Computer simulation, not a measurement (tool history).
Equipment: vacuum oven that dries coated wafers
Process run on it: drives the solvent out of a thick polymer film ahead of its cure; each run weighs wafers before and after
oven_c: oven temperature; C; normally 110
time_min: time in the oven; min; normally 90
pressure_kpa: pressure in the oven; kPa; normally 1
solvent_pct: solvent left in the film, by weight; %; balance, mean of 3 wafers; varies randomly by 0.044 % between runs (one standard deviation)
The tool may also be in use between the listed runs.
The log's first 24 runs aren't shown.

run	day	oven_c	time_min	pressure_kpa	hours of work since the thermocouples were calibrated	hours of work since the vacuum gauge was cleaned of residue	solvent_pct
25	36.004	110	90	1	210	1502	2.31
26	38.121	110	90	1	237	1530	2.32
27	39.154	110	90	1.16	251	1543	2.38
28	41.021	116	130	0.63	276	1568	0.62
29	43.096	116	130	0.63	303	1595	0.64
30	45.038	116	130	0.63	329	1621	0.7
31	46.504	116	63	3.22	348	1640	3.31
32	48.108	96	63	3.22	369	1661	8.39
33	49.2	104	90	1.43	383	1676	3.67
34	50.192	110	88	1	396	1689	2.32
35	52.346	108	90	1	425	1717	2.73
36	53.679	108	54	0.89	442	1735	5.09
37	54.725	108	54	0.89	456	1749	5.12
38	56.6	108	54	0.89	481	1773	5.15
39	58.833	108	54	0.89	510	1803	5
40	59.85	117	61	0.59	524	1816	2.48
41	60.888	123	53	1.43	537	1830	2.42
42	62.496	99	53	1.43	559	1851	7.68
43	63.642	99	53	1.43	574	1866	7.75
44	65.15	110	72	0.68	593	1886	3.15
# day 67.204: vacuum gauge cleaned of residue and calibrated
45	67.383	110	76	0.94	622	2	2.72
46	69.517	97	126	1.11	650	30	3.26

What if the next run were any one of these 3? Each begins from the tool's condition after run 46:
A	71.454	110	65	0.52	676	56	?
B	71.454	110	90	1.03	676	56	?
C	71.454	108	143	2.92	676	56	?

run	solvent_pct
A	3.35
B	2.12
C	2.07
With the hidden condition removed and each run's random variation left untouched, the same runs would have given:
run	solvent_pct
A	3.23
B	2.02
C	1.99
